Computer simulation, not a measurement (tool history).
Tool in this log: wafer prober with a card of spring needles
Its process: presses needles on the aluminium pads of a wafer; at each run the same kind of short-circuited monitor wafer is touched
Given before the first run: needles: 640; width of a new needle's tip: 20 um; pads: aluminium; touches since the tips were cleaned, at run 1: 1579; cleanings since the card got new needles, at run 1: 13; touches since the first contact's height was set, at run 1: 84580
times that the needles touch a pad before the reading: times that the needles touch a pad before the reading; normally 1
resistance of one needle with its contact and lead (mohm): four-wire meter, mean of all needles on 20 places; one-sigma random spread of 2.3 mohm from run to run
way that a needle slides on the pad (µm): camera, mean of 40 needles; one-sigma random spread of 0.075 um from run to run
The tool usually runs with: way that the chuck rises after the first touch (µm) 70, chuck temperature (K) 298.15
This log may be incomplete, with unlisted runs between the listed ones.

run,hour,way that the chuck rises after the first touch (µm),chuck temperature (K),times that the needles touch a pad before the reading,touches since the tips were cleaned,cleanings since the card got new needles,touches since the first contact's height was set,resistance of one needle with its contact and lead (mohm),way that a needle slides on the pad (µm)
1,0.0,70,298.15,1,1579,13,84580,263,15.15
# hour 20.9: tips cleaned on abrasive film
# hour 50.1: tips cleaned on abrasive film
2,65.3,70,298.15,1,3389,15,99101,265,15.32
# hour 80.5: tips cleaned on abrasive film
# hour 108.4: tips cleaned on abrasive film
3,108.4,76,298.15,1,0,17,108663,264,16.60
# hour 135.8: tips cleaned on abrasive film
# hour 161.8: tips cleaned on abrasive film
4,176.1,76,298.15,2,3195,19,123707,259,16.68
# hour 189.9: tips cleaned on abrasive film
# hour 221.8: tips cleaned on abrasive film
5,233.7,76,298.15,2,2647,21,136508,266,16.57
# hour 250.1: tips cleaned on abrasive film
# hour 277.1: tips cleaned on abrasive film
6,281.8,76,298.15,2,1068,23,147201,265,16.42
# hour 304.3: tips cleaned on abrasive film
# hour 330.8: tips cleaned on abrasive film
7,342.0,70,369.15,1,2508,25,160573,289,15.14
# hour 356.9: tips cleaned on abrasive film
# hour 386.0: tips cleaned on abrasive film
8,401.4,70,298.15,1,3428,27,173772,263,15.28
# hour 415.6: tips cleaned on abrasive film
# hour 443.0: tips cleaned on abrasive film
# hour 472.3: tips cleaned on abrasive film
9,474.6,70,298.15,1,506,30,190014,262,15.30
# hour 501.8: tips cleaned on abrasive film
# hour 531.4: tips cleaned on abrasive film
10,535.5,70,298.15,1,910,32,203560,262,15.34
# hour 557.5: tips cleaned on abrasive film
# hour 586.0: tips cleaned on abrasive film
11,586.0,70,298.15,1,0,34,214764,261,15.15
# hour 612.5: tips cleaned on abrasive film
# hour 639.0: tips cleaned on abrasive film
12,644.6,70,298.15,1,1251,36,227804,262,15.28
# hour 657.5: height of the first contact set anew
# hour 667.8: tips cleaned on abrasive film
# hour 695.2: tips cleaned on abrasive film
13,716.2,60,298.15,1,4682,38,13045,268,13.01
# hour 724.9: tips cleaned on abrasive film
# hour 751.8: tips cleaned on abrasive film
# hour 781.8: tips cleaned on abrasive film
14,786.9,60,298.15,2,1137,41,28743,271,13.16
# hour 810.1: tips cleaned on abrasive film
15,829.5,72,298.15,1,4319,42,38207,262,15.70
# hour 836.8: tips cleaned on abrasive film
# hour 863.9: tips cleaned on abrasive film
16,871.4,69,360.15,1,1661,44,47505,291,15.12
# hour 892.8: tips cleaned on abrasive film
# hour 921.4: tips cleaned on abrasive film
17,944.3,63,320.15,1,5094,46,63712,273,13.61
# hour 949.5: tips cleaned on abrasive film
# hour 977.9: tips cleaned on abrasive film
# hour 1006.2: tips cleaned on abrasive film
18,1007.9,70,298.15,1,380,49,77845,263,15.22
# hour 1033.3: tips cleaned on abrasive film
# hour 1060.9: tips cleaned on abrasive film
19,1070.9,70,298.15,1,2241,51,91839,268,15.27
# hour 1088.5: tips cleaned on abrasive film
# hour 1116.3: tips cleaned on abrasive film
20,1127.0,70,298.15,1,2394,53,104306,264,15.24
# hour 1145.5: tips cleaned on abrasive film
# hour 1173.6: tips cleaned on abrasive film
21,1197.4,68,364.15,1,5315,55,119961,285,14.72
# hour 1203.9: tips cleaned on abrasive film
# hour 1230.4: tips cleaned on abrasive film
# hour 1256.1: tips cleaned on abrasive film
22,1260.4,59,298.15,3,967,58,133944,271,12.81
# hour 1283.3: tips cleaned on abrasive film
# hour 1312.7: tips cleaned on abrasive film
23,1332.9,70,308.15,1,4505,60,150057,266,15.24
# hour 1338.8: tips cleaned on abrasive film
# hour 1365.0: tips cleaned on abrasive film
# hour 1392.2: tips cleaned on abrasive film
24,1408.2,86,383.15,1,3559,63,166780,280,18.68

5 ways to go on from here, each from the tool as it stands after run 24. What would each give?
# hour 1421.4: tips cleaned on abrasive film
# hour 1451.4: tips cleaned on abrasive film
A,1470.2,61,338.15,2,4199,65,180556,?,?
# hour 1421.4: tips cleaned on abrasive film
# hour 1451.4: tips cleaned on abrasive film
B,1470.2,66,357.15,1,4199,65,180556,?,?
# hour 1421.4: tips cleaned on abrasive film
# hour 1451.4: tips cleaned on abrasive film
C,1470.2,76,298.15,2,4199,65,180556,?,?
# hour 1421.4: tips cleaned on abrasive film
# hour 1451.4: tips cleaned on abrasive film
D,1470.2,65,351.15,3,4199,65,180556,?,?
# hour 1421.4: tips cleaned on abrasive film
# hour 1451.4: tips cleaned on abrasive film
E,1470.2,70,387.15,1,4199,65,180556,?,?

run,resistance of one needle with its contact and lead (mohm),way that a needle slides on the pad (µm)
A,285,13.31
B,286,14.43
C,260,16.50
D,285,14.17
E,294,15.26
The same runs, with their run-to-run variation unchanged, on a tool lacking any hidden condition would have given:
run,resistance of one needle with its contact and lead (mohm),way that a needle slides on the pad (µm)
A,284,13.31
B,285,14.44
C,259,16.51
D,285,14.17
E,293,15.27

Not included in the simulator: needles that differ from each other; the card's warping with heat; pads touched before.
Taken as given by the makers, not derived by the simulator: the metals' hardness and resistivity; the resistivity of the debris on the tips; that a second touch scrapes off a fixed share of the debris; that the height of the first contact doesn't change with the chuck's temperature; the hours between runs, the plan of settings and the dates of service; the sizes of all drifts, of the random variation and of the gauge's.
